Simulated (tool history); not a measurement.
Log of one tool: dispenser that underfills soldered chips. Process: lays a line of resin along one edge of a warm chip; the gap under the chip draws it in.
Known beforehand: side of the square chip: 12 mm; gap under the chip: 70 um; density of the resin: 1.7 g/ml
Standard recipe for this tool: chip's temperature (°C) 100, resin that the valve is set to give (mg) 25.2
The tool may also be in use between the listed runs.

| run | day | chip's temperature (°C) | resin that the valve is set to give (mg) | time until the resin shows at the far edge (s) | resin that the valve gave (mg) |
|---|---|---|---|---|---|
| 1 | 0 | 100 | 25.2 | 242.6 | 25.08 |
|  | 0.112 | new syringe of resin |
| 2 | 0.258 | 100 | 25.2 | 196.8 | 24.97 |
| 3 | 0.383 | 100 | 25.2 | 219.1 | 25.04 |
|  | 0.596 | new syringe of resin |
| 4 | 0.658 | 100 | 25.2 | 186.7 | 24.92 |
| 5 | 0.9 | 90 | 25.2 | 305.8 | 25.01 |
| 6 | 1.046 | 100 | 25.2 | 256.3 | 24.84 |
|  | 1.088 | new syringe of resin |
| 7 | 1.171 | 100 | 25.2 | 186.3 | 24.86 |
| 8 | 1.362 | 100 | 25.2 | 220.2 | 24.81 |
|  | 1.571 | new syringe of resin |
| 9 | 1.571 | 100 | 25.2 | 175.8 | 24.8 |
| 10 | 1.75 | 100 | 25.2 | 204.1 | 24.79 |
| 11 | 1.896 | 100 | 22.5 | 232.4 | 22.02 |
|  | 2.062 | new syringe of resin |
| 12 | 2.096 | 100 | 22.5 | 186.5 | 22.05 |
| 13 | 2.325 | 100 | 22.5 | 226.5 | 21.97 |
|  | 2.546 | new syringe of resin |
| 14 | 2.546 | 100 | 25.2 | 174.9 | 24.61 |
| 15 | 2.8 | 100 | 25.2 | 211.9 | 24.69 |
| 16 | 2.992 | 100 | 25.2 | 261.2 | 24.59 |
|  | 3.054 | new syringe of resin |
| 17 | 3.246 | 85 | 25.2 | 326.7 | 24.56 |
| 18 | 3.483 | 87 | 22.8 | 382.1 | 22.08 |

Run 19, settings as shown, results not yet in. Your forecast:
|  | 3.542 | new syringe of resin |
| 19 | 3.625 | 88 | 28.9 | ? | ? |

{"run 19": {"time until the resin shows at the far edge (s)": 264.5, "resin that the valve gave (mg)": 28.02}}
Take away the tool's hidden state, keep the run-to-run variation as it was, and the same run would have given time until the resin shows at the far edge (s) 250.6, resin that the valve gave (mg) 28.93.

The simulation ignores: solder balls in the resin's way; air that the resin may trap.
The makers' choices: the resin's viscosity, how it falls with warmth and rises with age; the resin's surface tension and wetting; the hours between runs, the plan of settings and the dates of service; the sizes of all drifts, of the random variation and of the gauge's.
